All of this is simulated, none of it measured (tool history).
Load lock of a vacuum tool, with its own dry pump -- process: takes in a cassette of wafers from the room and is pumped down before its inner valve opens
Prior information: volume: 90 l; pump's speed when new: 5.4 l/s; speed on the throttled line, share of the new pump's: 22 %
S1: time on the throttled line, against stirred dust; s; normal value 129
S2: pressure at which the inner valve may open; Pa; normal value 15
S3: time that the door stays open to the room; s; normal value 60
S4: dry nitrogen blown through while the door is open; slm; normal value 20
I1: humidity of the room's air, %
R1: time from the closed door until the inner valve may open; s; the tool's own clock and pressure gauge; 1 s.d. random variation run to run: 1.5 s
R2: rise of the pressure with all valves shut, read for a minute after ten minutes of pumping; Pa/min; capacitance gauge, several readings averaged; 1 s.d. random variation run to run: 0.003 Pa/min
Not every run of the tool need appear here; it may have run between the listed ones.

Run 1, day 0: usual settings; I1 43.4. Result: R1 252.8 s, R2 0.604 Pa/min.
Run 2, day 11.492: usual settings but S2 16 Pa; I1 43.5. Result: R1 249.5 s, R2 0.635 Pa/min.
Run 3, day 27.392: usual settings but S2 16 Pa; I1 43.3. Result: R1 254 s, R2 0.652 Pa/min.
Run 4, day 41.879: usual settings but S3 82 s; I1 46.2. Result: R1 253.5 s, R2 0.677 Pa/min.
At day 51.975: door's seal changed, seat wiped.
Run 5, day 56.212: usual settings but S4 15 slm; I1 46.2. Result: R1 255 s, R2 0.029 Pa/min.
Run 6, day 76.192: usual settings but S1 82 s; I1 42.8. Result: R1 219.4 s, R2 0.03 Pa/min.
Run 7, day 96.829: usual settings; I1 45.3. Result: R1 254.4 s, R2 0.038 Pa/min.
Run 8, day 115.638: usual settings; I1 47.8. Result: R1 254.8 s, R2 0.038 Pa/min.
Run 9, day 131.833: usual settings; I1 43.3. Result: R1 258 s, R2 0.042 Pa/min.
Run 10, day 143.833: usual settings; I1 46.7. Result: R1 255.5 s, R2 0.052 Pa/min.
Run 11, day 156.829: usual settings but S3 91 s; I1 43.6. Result: R1 254.5 s, R2 0.059 Pa/min.
Run 12, day 176.95: usual settings but S1 248 s, S2 12 Pa, S3 27 s, S4 11 slm; I1 44.7. Result: R1 351.3 s, R2 0.054 Pa/min.
Run 13, day 193.404: usual settings but S1 241 s, S2 28 Pa, S4 25 slm; I1 45.9. Result: R1 330.2 s, R2 0.061 Pa/min.
Run 14, day 203.375: usual settings but S2 25 Pa, S3 94 s, S4 29 slm; I1 44.3. Result: R1 243.8 s, R2 0.07 Pa/min.
Run 15, day 215.617: usual settings but S1 131 s, S2 10 Pa, S3 118 s, S4 4 slm; I1 44.4. Result: R1 265.6 s, R2 0.11 Pa/min.
Run 16, day 232.742: usual settings but S1 151 s, S2 21 Pa, S4 43 slm; I1 45.2. Result: R1 267.3 s, R2 0.079 Pa/min.
Run 17, day 242.229: usual settings but S1 84 s, S2 19 Pa, S3 61 s, S4 4 slm; I1 40.8. Result: R1 219.4 s, R2 0.102 Pa/min.
Run 18, day 252.696: usual settings but S1 106 s, S2 28 Pa, S3 61 s, S4 4 slm; I1 43.4. Result: R1 226 s, R2 0.108 Pa/min.
Run 19, day 267.508: usual settings but S3 195 s; I1 47.8. Result: R1 261.7 s, R2 0.125 Pa/min.
Run 20, day 286.329: usual settings but S1 98 s, S2 16 Pa, S3 204 s, S4 10 slm; I1 48.1. Result: R1 232.9 s, R2 0.143 Pa/min.

5 options for the next run, each taken on its own from the tool as it stands now. Forecast them:
Run A, day 297.492: usual settings but S1 69 s, S2 27 Pa; I1 45.3. Result: R1 ?, R2 ?.
Run B, day 297.492: usual settings but S1 98 s, S2 16 Pa, S3 39 s, S4 10 slm; I1 47.7. Result: R1 ?, R2 ?.
Run C, day 297.492: usual settings but S1 98 s, S2 12 Pa, S3 204 s, S4 10 slm; I1 46.1. Result: R1 ?, R2 ?.
Run D, day 297.492: usual settings but S1 98 s, S2 16 Pa, S3 204 s, S4 13 slm; I1 50. Result: R1 ?, R2 ?.
Run E, day 297.492: usual settings but S1 241 s, S2 16 Pa, S3 204 s, S4 6 slm; I1 41.6. Result: R1 ?, R2 ?.

run     R1     R2
  A  203.4  0.117
  B  234.9  0.122
  C  241.6  0.148
  D  234.2  0.149
  E  339.4  0.152
With no hidden state in the tool, these same runs would have given:
run     R1     R2
  A  192.2  0.027
  B  223.5  0.033
  C  229.7  0.059
  D  222.8  0.061
  E  330.9  0.062
